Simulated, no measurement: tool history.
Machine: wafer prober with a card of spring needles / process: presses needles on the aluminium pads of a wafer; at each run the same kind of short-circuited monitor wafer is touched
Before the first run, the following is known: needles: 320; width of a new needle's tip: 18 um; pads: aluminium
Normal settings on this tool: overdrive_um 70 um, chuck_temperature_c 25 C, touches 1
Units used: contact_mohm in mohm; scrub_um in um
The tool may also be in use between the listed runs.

| run | hour | overdrive_um | chuck_temperature_c | touches | contact_mohm | scrub_um |
|---|---|---|---|---|---|---|
| 1 | 0.0 | 70 | 25 | 1 | 486 | 13.90 |
|  | 6.6 | tips cleaned on abrasive film |
|  | 16.0 | tips cleaned on abrasive film |
| 2 | 17.1 | 70 | 25 | 1 | 338 | 13.81 |
|  | 26.6 | tips cleaned on abrasive film |
| 3 | 26.6 | 70 | 25 | 1 | 288 | 13.82 |
|  | 36.6 | tips cleaned on abrasive film |
| 4 | 41.1 | 70 | 28 | 1 | 489 | 13.80 |
|  | 47.2 | tips cleaned on abrasive film |
| 5 | 48.9 | 70 | 28 | 1 | 389 | 13.80 |
|  | 53.7 | height of the first contact set anew |
|  | 58.0 | tips cleaned on abrasive film |
| 6 | 59.9 | 70 | 28 | 1 | 400 | 13.99 |
|  | 68.2 | tips cleaned on abrasive film |
| 7 | 68.2 | 70 | 101 | 1 | 297 | 14.02 |
| 8 | 76.8 | 70 | 25 | 1 | 557 | 14.01 |
|  | 78.0 | tips cleaned on abrasive film |
|  | 88.3 | tips cleaned on abrasive film |
| 9 | 93.2 | 70 | 25 | 1 | 496 | 13.92 |
|  | 98.3 | tips cleaned on abrasive film |
|  | 108.9 | tips cleaned on abrasive film |
| 10 | 111.9 | 54 | 76 | 3 | 376 | 10.74 |
|  | 119.1 | tips cleaned on abrasive film |
| 11 | 121.2 | 53 | 43 | 2 | 420 | 10.50 |
|  | 128.9 | tips cleaned on abrasive film |
| 12 | 129.9 | 53 | 43 | 2 | 358 | 10.44 |
|  | 138.6 | tips cleaned on abrasive film |
| 13 | 144.7 | 53 | 43 | 2 | 527 | 10.48 |
|  | 148.1 | tips cleaned on abrasive film |
| 14 | 154.8 | 53 | 43 | 2 | 551 | 10.46 |
|  | 158.2 | tips cleaned on abrasive film |
|  | 167.7 | tips cleaned on abrasive film |
| 15 | 171.3 | 70 | 28 | 2 | 393 | 13.81 |
|  | 177.1 | tips cleaned on abrasive film |
|  | 177.4 | height of the first contact set anew |
| 16 | 185.0 | 59 | 65 | 1 | 679 | 11.74 |
|  | 187.2 | tips cleaned on abrasive film |
| 17 | 195.7 | 59 | 116 | 1 | 659 | 11.78 |

How would selected steps in contact_mohm from run to run divide? Give the signed amount a tool lacking its hidden state would still show from settings, what came in and random variation, and the signed amount left for the hidden state, including any gauge scatter that is not in both of the compared results.
The tool's hidden condition here consists of: debris on the tips, nm; way that the needles fall short of the set height, um; tips' diameter, um; drift of the gauge itself on contact_mohm, %; drift of the gauge itself on scrub_um, %.
Run 7 -> 8: chuck_temperature_c 101 -> 25. contact_mohm +260 mohm: hidden state +289, all else -29.
Run 15 -> 16: overdrive_um 70 -> 59, chuck_temperature_c 28 -> 65, touches 2 -> 1, tips cleaned on abrasive film, height of the first contact set anew. contact_mohm +286 mohm: hidden state +277, all else +9.
